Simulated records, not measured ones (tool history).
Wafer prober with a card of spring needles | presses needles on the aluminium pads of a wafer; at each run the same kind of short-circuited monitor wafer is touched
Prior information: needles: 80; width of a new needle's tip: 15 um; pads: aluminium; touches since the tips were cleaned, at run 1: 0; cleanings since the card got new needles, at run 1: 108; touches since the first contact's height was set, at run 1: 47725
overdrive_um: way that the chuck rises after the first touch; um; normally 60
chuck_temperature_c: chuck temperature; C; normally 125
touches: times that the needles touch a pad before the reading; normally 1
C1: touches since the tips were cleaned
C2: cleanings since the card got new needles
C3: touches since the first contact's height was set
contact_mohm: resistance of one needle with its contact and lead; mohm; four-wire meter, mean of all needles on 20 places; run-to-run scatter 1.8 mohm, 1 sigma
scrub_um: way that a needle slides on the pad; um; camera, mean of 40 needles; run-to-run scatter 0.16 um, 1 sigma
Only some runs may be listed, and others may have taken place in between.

Run 1, day 0: usual settings; C1 0; C2 108; C3 47725. Result: contact_mohm 195 mohm, scrub_um 14.6 um.
At day 0.275: tips cleaned on abrasive film.
At day 0.612: tips cleaned on abrasive film.
At day 0.954: tips cleaned on abrasive film.
Run 2, day 1.142: usual settings but chuck_temperature_c 59 C; C1 1472; C2 111; C3 56685. Result: contact_mohm 200 mohm, scrub_um 14.82 um.
At day 1.279: tips cleaned on abrasive film.
At day 1.554: tips cleaned on abrasive film.
At day 1.883: tips cleaned on abrasive film.
Run 3, day 1.979: usual settings; C1 747; C2 114; C3 63242. Result: contact_mohm 203 mohm, scrub_um 14.51 um.
At day 2.183: tips cleaned on abrasive film.
At day 2.525: tips cleaned on abrasive film.
At day 2.729: tips cleaned on abrasive film, once more.
Run 4, day 2.767: usual settings; C1 281; C2 117; C3 69409. Result: contact_mohm 200 mohm, scrub_um 14.52 um.
At day 3.042: tips cleaned on abrasive film.
At day 3.388: tips cleaned on abrasive film.
Run 5, day 3.508: usual settings but touches 3; C1 967; C2 119; C3 75232. Result: contact_mohm 198 mohm, scrub_um 14.11 um.
At day 3.708: tips cleaned on abrasive film.
At day 4.054: tips cleaned on abrasive film.
At day 4.396: tips cleaned on abrasive film.
Run 6, day 4.654: usual settings but overdrive_um 43 um; C1 2055; C2 122; C3 84242. Result: contact_mohm 235 mohm, scrub_um 10.16 um.
At day 4.725: tips cleaned on abrasive film.
At day 5.071: tips cleaned on abrasive film.
Run 7, day 5.238: usual settings; C1 1346; C2 124; C3 88826. Result: contact_mohm 211 mohm, scrub_um 14.38 um.
At day 5.379: tips cleaned on abrasive film.
At day 5.712: tips cleaned on abrasive film.
At day 6.058: tips cleaned on abrasive film.
At day 6.4: tips cleaned on abrasive film.
Run 8, day 6.467: usual settings; C1 528; C2 128; C3 98449. Result: contact_mohm 207 mohm, scrub_um 14.25 um.
At day 6.742: tips cleaned on abrasive film.
At day 7.088: tips cleaned on abrasive film.
At day 7.425: tips cleaned on abrasive film.
Run 9, day 7.583: usual settings; C1 1251; C2 131; C3 107216. Result: contact_mohm 208 mohm, scrub_um 14.18 um.
At day 7.721: tips cleaned on abrasive film.
At day 8.067: tips cleaned on abrasive film.
At day 8.4: tips cleaned on abrasive film.
Run 10, day 8.442: usual settings; C1 317; C2 134; C3 113940. Result: contact_mohm 201 mohm, scrub_um 13.92 um.
At day 8.708: tips cleaned on abrasive film.
At day 9.038: tips cleaned on abrasive film.
At day 9.383: tips cleaned on abrasive film.
At day 9.712: tips cleaned on abrasive film.
Run 11, day 9.862: usual settings; C1 1210; C2 138; C3 125117. Result: contact_mohm 209 mohm, scrub_um 13.96 um.
At day 10.004: tips cleaned on abrasive film.
At day 10.346: tips cleaned on abrasive film.
At day 10.625: tips cleaned on abrasive film.
Run 12, day 10.875: usual settings; C1 2013; C2 141; C3 133065. Result: contact_mohm 218 mohm, scrub_um 14.18 um.
At day 10.942: tips cleaned on abrasive film.
At day 11.271: tips cleaned on abrasive film.
At day 11.617: tips cleaned on abrasive film.
At day 11.942: tips cleaned on abrasive film.
Run 13, day 12.117: usual settings; C1 1387; C2 145; C3 142791. Result: contact_mohm 211 mohm, scrub_um 13.83 um.
At day 12.258: tips cleaned on abrasive film.
At day 12.583: tips cleaned on abrasive film.
At day 12.921: tips cleaned on abrasive film.
At day 13.233: tips cleaned on abrasive film.
Run 14, day 13.233: usual settings but overdrive_um 66 um; C1 0; C2 149; C3 151515. Result: contact_mohm 196 mohm, scrub_um 15.63 um.
At day 13.575: tips cleaned on abrasive film.
At day 13.921: tips cleaned on abrasive film.
At day 14.258: tips cleaned on abrasive film.
Run 15, day 14.454: usual settings but overdrive_um 61 um, chuck_temperature_c 102 C; C1 1562; C2 152; C3 161142. Result: contact_mohm 211 mohm, scrub_um 13.92 um.
At day 14.596: tips cleaned on abrasive film.
At day 14.929: tips cleaned on abrasive film.
Run 16, day 15.108: usual settings but chuck_temperature_c 31 C; C1 1414; C2 154; C3 166260. Result: contact_mohm 200 mohm, scrub_um 13.67 um.

What does the tool deliver on the next run?
At day 15.25: tips cleaned on abrasive film.
At day 15.592: tips cleaned on abrasive film.
At day 15.938: tips cleaned on abrasive film.
Run 17, day 16.138: usual settings but overdrive_um 78 um, chuck_temperature_c 33 C; C1 1611; C2 157; C3 174345. Result: contact_mohm ?, scrub_um ?.

contact_mohm: 190 mohm
scrub_um: 18.05 um
Without the tool's hidden state the same run would have given contact_mohm 174 mohm, scrub_um 19.46 um.
